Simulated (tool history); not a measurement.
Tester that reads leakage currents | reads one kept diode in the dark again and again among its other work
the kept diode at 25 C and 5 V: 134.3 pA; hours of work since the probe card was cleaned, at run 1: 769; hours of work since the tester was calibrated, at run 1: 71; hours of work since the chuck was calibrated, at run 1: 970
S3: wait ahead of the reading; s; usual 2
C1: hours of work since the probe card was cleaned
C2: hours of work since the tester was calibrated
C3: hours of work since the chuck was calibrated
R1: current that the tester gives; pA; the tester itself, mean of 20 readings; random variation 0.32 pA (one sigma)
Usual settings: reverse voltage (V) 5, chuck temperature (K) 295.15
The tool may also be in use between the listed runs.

Run 1, hour 0: usual settings; C1 769; C2 71; C3 970. Result: R1 103.1 pA.
Run 2, hour 23.6: usual settings but S3 2.83 s; C1 782; C2 84; C3 983. Result: R1 103.12 pA.
Run 3, hour 53.3: usual settings but S3 2.83 s; C1 799; C2 100; C3 1000. Result: R1 103 pA.
Run 4, hour 88.4: usual settings but S3 5.62 s; C1 818; C2 120; C3 1019. Result: R1 103.41 pA.
Run 5, hour 104.2: usual settings but S3 5.62 s; C1 827; C2 129; C3 1028. Result: R1 103.93 pA.
Run 6, hour 127.5: usual settings but S3 5.62 s; C1 840; C2 142; C3 1041. Result: R1 103.73 pA.
Run 7, hour 154.7: usual settings but S3 1.27 s; C1 855; C2 157; C3 1056. Result: R1 103.93 pA.
Run 8, hour 182.8: usual settings but S3 1.27 s; C1 871; C2 172; C3 1072. Result: R1 104.24 pA.
Run 9, hour 199.7: usual settings but reverse voltage (V) 11.73, chuck temperature (K) 300.15; C1 880; C2 182; C3 1081. Result: R1 241.63 pA.
Run 10, hour 231.1: usual settings but reverse voltage (V) 6.54, chuck temperature (K) 297.15, S3 1.2 s; C1 897; C2 199; C3 1099. Result: R1 140.76 pA.
Run 11, hour 260.6: usual settings but reverse voltage (V) 6.54, chuck temperature (K) 297.15, S3 1.2 s; C1 914; C2 216; C3 1115. Result: R1 140.34 pA.
Run 12, hour 275.8: usual settings but reverse voltage (V) 7.56, chuck temperature (K) 293.15, S3 0.37 s; C1 922; C2 224; C3 1123. Result: R1 112.84 pA.
Run 13, hour 302.1: usual settings but reverse voltage (V) 2.67, chuck temperature (K) 322.15, S3 6.85 s; C1 937; C2 239; C3 1138. Result: R1 595.3 pA.
Run 14, hour 319.8: usual settings but reverse voltage (V) 2.67, chuck temperature (K) 322.15, S3 6.85 s; C1 947; C2 249; C3 1148. Result: R1 596.52 pA.
Run 15, hour 341.9: usual settings but reverse voltage (V) 4.81; C1 959; C2 261; C3 1160. Result: R1 101.22 pA.
Run 16, hour 359.6: usual settings but reverse voltage (V) 4.81; C1 969; C2 271; C3 1170. Result: R1 101.93 pA.

3 ways to go on from here, each from the tool as it stands after run 16. What would each give?
Run A, hour 383: usual settings but chuck temperature (K) 300.15; C1 982; C2 284; C3 1183. Result: R1 ?.
Run B, hour 383: usual settings; C1 982; C2 284; C3 1183. Result: R1 ?.
Run C, hour 383: usual settings but reverse voltage (V) 4.75; C1 982; C2 284; C3 1183. Result: R1 ?.

run      R1
  A  152.85
  B  104.15
  C  101.49
Without the tool's hidden state the same runs would have given:
run      R1
  A  158.09
  B  104.77
  C  102.32
